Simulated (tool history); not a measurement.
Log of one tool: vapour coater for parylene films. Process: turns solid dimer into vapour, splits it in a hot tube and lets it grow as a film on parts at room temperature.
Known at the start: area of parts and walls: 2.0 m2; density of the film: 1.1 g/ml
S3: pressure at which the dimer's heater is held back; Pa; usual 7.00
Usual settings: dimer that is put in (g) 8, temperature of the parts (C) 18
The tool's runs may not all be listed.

Run 1, hour 0.0: usual settings. Result: thickness of the film (µm) 1.82.
Run 2, hour 39.9: usual settings. Result: thickness of the film (µm) 1.74.
Run 3, hour 100.7: usual settings. Result: thickness of the film (µm) 1.77.
Run 4, hour 144.5: usual settings. Result: thickness of the film (µm) 1.75.
Run 5, hour 186.7: usual settings. Result: thickness of the film (µm) 1.76.
Run 6, hour 225.2: usual settings. Result: thickness of the film (µm) 1.74.
Run 7, hour 272.1: usual settings. Result: thickness of the film (µm) 1.72.
Run 8, hour 306.2: usual settings. Result: thickness of the film (µm) 1.71.
Run 9, hour 351.7: usual settings. Result: thickness of the film (µm) 1.70.
Run 10, hour 408.5: usual settings. Result: thickness of the film (µm) 1.64.
Run 11, hour 459.2: usual settings. Result: thickness of the film (µm) 1.67.
Run 12, hour 521.9: usual settings. Result: thickness of the film (µm) 1.63.
Run 13, hour 563.2: usual settings but S3 2.65 Pa. Result: thickness of the film (µm) 1.81.
Run 14, hour 602.5: usual settings but dimer that is put in (g) 11. Result: thickness of the film (µm) 2.23.
Run 15, hour 649.3: usual settings but dimer that is put in (g) 11. Result: thickness of the film (µm) 2.23.
Run 16, hour 703.1: usual settings but dimer that is put in (g) 6. Result: thickness of the film (µm) 1.17.
Run 17, hour 738.2: usual settings but dimer that is put in (g) 6. Result: thickness of the film (µm) 1.17.
At hour 763.6: trap's valve overhauled.
Run 18, hour 781.4: usual settings but dimer that is put in (g) 6, S3 5.74 Pa. Result: thickness of the film (µm) 1.38.
Run 19, hour 845.1: usual settings but dimer that is put in (g) 6, S3 5.74 Pa. Result: thickness of the film (µm) 1.35.
Run 20, hour 907.6: usual settings but dimer that is put in (g) 6, S3 5.74 Pa. Result: thickness of the film (µm) 1.35.
Run 21, hour 964.9: usual settings but dimer that is put in (g) 6, S3 5.74 Pa. Result: thickness of the film (µm) 1.36.
Run 22, hour 1024.0: usual settings but dimer that is put in (g) 6, S3 5.74 Pa. Result: thickness of the film (µm) 1.35.
Run 23, hour 1066.5: usual settings but dimer that is put in (g) 6, S3 8.61 Pa. Result: thickness of the film (µm) 1.23.
Run 24, hour 1119.1: usual settings but dimer that is put in (g) 6, S3 8.61 Pa. Result: thickness of the film (µm) 1.23.
Run 25, hour 1172.1: usual settings but dimer that is put in (g) 4, S3 2.33 Pa. Result: thickness of the film (µm) 0.98.
Run 26, hour 1212.0: usual settings but dimer that is put in (g) 4, S3 6.56 Pa. Result: thickness of the film (µm) 0.80.
Run 27, hour 1260.8: usual settings but dimer that is put in (g) 5, temperature of the parts (C) 19, S3 2.67 Pa. Result: thickness of the film (µm) 1.14.
Run 28, hour 1292.9: usual settings but dimer that is put in (g) 5, temperature of the parts (C) 19, S3 9.77 Pa. Result: thickness of the film (µm) 0.98.
Run 29, hour 1320.1: usual settings but dimer that is put in (g) 3, S3 8.39 Pa. Result: thickness of the film (µm) 0.62.
Run 30, hour 1363.6: usual settings but dimer that is put in (g) 3, temperature of the parts (C) 13. Result: thickness of the film (µm) 0.68.
Run 31, hour 1418.4: usual settings but dimer that is put in (g) 3, temperature of the parts (C) 20, S3 2.82 Pa. Result: thickness of the film (µm) 0.63.
Run 32, hour 1480.6: usual settings but dimer that is put in (g) 3, temperature of the parts (C) 20, S3 2.82 Pa. Result: thickness of the film (µm) 0.63.
At hour 1527.9: trap's valve overhauled.
At hour 1533.3: table's thermometer calibrated.
Run 33, hour 1533.3: usual settings but dimer that is put in (g) 4, temperature of the parts (C) 11, S3 11.38 Pa. Result: thickness of the film (µm) 0.95.
Run 34, hour 1595.6: usual settings but dimer that is put in (g) 4, temperature of the parts (C) 11, S3 11.38 Pa. Result: thickness of the film (µm) 0.93.

Forecast run 35:
Run 35, hour 1646.7: usual settings but temperature of the parts (C) 23, S3 4.34 Pa. Result: thickness of the film (µm) ?.

thickness of the film (µm): 1.67
Without the tool's hidden state the same run would have given thickness of the film (µm) 1.71.
